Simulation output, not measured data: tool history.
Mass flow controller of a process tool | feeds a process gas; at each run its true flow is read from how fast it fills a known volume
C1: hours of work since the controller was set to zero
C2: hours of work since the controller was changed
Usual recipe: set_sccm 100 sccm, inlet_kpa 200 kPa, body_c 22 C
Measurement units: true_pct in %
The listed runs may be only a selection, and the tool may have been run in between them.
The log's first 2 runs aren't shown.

{"run": 3, "hour": 236.9, "set_sccm": 100, "inlet_kpa": 200, "body_c": 22, "C1": 4520, "C2": 4520, "true_pct": 100.87}
{"run": 4, "hour": 335.1, "set_sccm": 132, "inlet_kpa": 200, "body_c": 22, "C1": 4589, "C2": 4589, "true_pct": 100.92}
{"run": 5, "hour": 446.7, "set_sccm": 132, "inlet_kpa": 200, "body_c": 22, "C1": 4668, "C2": 4668, "true_pct": 101.09}
{"run": 6, "hour": 528.1, "set_sccm": 132, "inlet_kpa": 200, "body_c": 22, "C1": 4725, "C2": 4725, "true_pct": 101}
{"run": 7, "hour": 593.4, "set_sccm": 100, "inlet_kpa": 200, "body_c": 22, "C1": 4771, "C2": 4771, "true_pct": 100.84}
{"run": 8, "hour": 680.6, "set_sccm": 38, "inlet_kpa": 200, "body_c": 22, "C1": 4832, "C2": 4832, "true_pct": 101.6}
{"run": 9, "hour": 747.6, "set_sccm": 38, "inlet_kpa": 200, "body_c": 22, "C1": 4880, "C2": 4880, "true_pct": 101.69}
{"run": 10, "hour": 874.3, "set_sccm": 38, "inlet_kpa": 200, "body_c": 22, "C1": 4969, "C2": 4969, "true_pct": 101.68}
{"run": 11, "hour": 984.2, "set_sccm": 23, "inlet_kpa": 200, "body_c": 22, "C1": 5047, "C2": 5047, "true_pct": 103.39}
{"run": 12, "hour": 1050.4, "set_sccm": 23, "inlet_kpa": 200, "body_c": 22, "C1": 5093, "C2": 5093, "true_pct": 103.52}
{"run": 13, "hour": 1137.9, "set_sccm": 100, "inlet_kpa": 200, "body_c": 22, "C1": 5155, "C2": 5155, "true_pct": 101}
{"run": 14, "hour": 1250.7, "set_sccm": 100, "inlet_kpa": 200, "body_c": 22, "C1": 5234, "C2": 5234, "true_pct": 101.06}
{"run": 15, "hour": 1314.2, "set_sccm": 100, "inlet_kpa": 200, "body_c": 22, "C1": 5279, "C2": 5279, "true_pct": 101.05}
{"run": 16, "hour": 1402.1, "set_sccm": 100, "inlet_kpa": 200, "body_c": 22, "C1": 5341, "C2": 5341, "true_pct": 101.11}
{"run": 17, "hour": 1526.2, "set_sccm": 100, "inlet_kpa": 200, "body_c": 22, "C1": 5429, "C2": 5429, "true_pct": 101.18}
{"hour": 1532.8, "done": "controller's zero set anew"}
{"run": 18, "hour": 1656.3, "set_sccm": 100, "inlet_kpa": 200, "body_c": 22, "C1": 87, "C2": 5520, "true_pct": 101.83}
{"run": 19, "hour": 1716.3, "set_sccm": 100, "inlet_kpa": 200, "body_c": 22, "C1": 129, "C2": 5562, "true_pct": 101.98}
{"run": 20, "hour": 1790.0, "set_sccm": 100, "inlet_kpa": 200, "body_c": 22, "C1": 181, "C2": 5614, "true_pct": 101.94}
{"run": 21, "hour": 1890.1, "set_sccm": 100, "inlet_kpa": 142, "body_c": 22, "C1": 252, "C2": 5685, "true_pct": 101.93}
{"run": 22, "hour": 1961.7, "set_sccm": 100, "inlet_kpa": 142, "body_c": 22, "C1": 302, "C2": 5735, "true_pct": 101.81}
{"run": 23, "hour": 2052.2, "set_sccm": 100, "inlet_kpa": 142, "body_c": 22, "C1": 366, "C2": 5799, "true_pct": 101.97}
{"hour": 2098.7, "done": "controller's zero set anew, once more"}
{"run": 24, "hour": 2145.8, "set_sccm": 118, "inlet_kpa": 161, "body_c": 36, "C1": 33, "C2": 5865, "true_pct": 99.3}
{"hour": 2207.1, "done": "controller exchanged for a calibrated one"}
{"run": 25, "hour": 2221.6, "set_sccm": 100, "inlet_kpa": 250, "body_c": 31, "C1": 10, "C2": 10, "true_pct": 98.08}
{"run": 26, "hour": 2309.8, "set_sccm": 30, "inlet_kpa": 200, "body_c": 22, "C1": 72, "C2": 72, "true_pct": 97.54}

Run 27 comes next. What will it give?
{"run": 27, "hour": 2431.2, "set_sccm": 23, "inlet_kpa": 142, "body_c": 23, "C1": 158, "C2": 158, "true_pct": "?"}

Run 27 came out at true_pct 97.34 %.
The same run, on a tool lacking any hidden state, would have yielded true_pct 97.11 %.
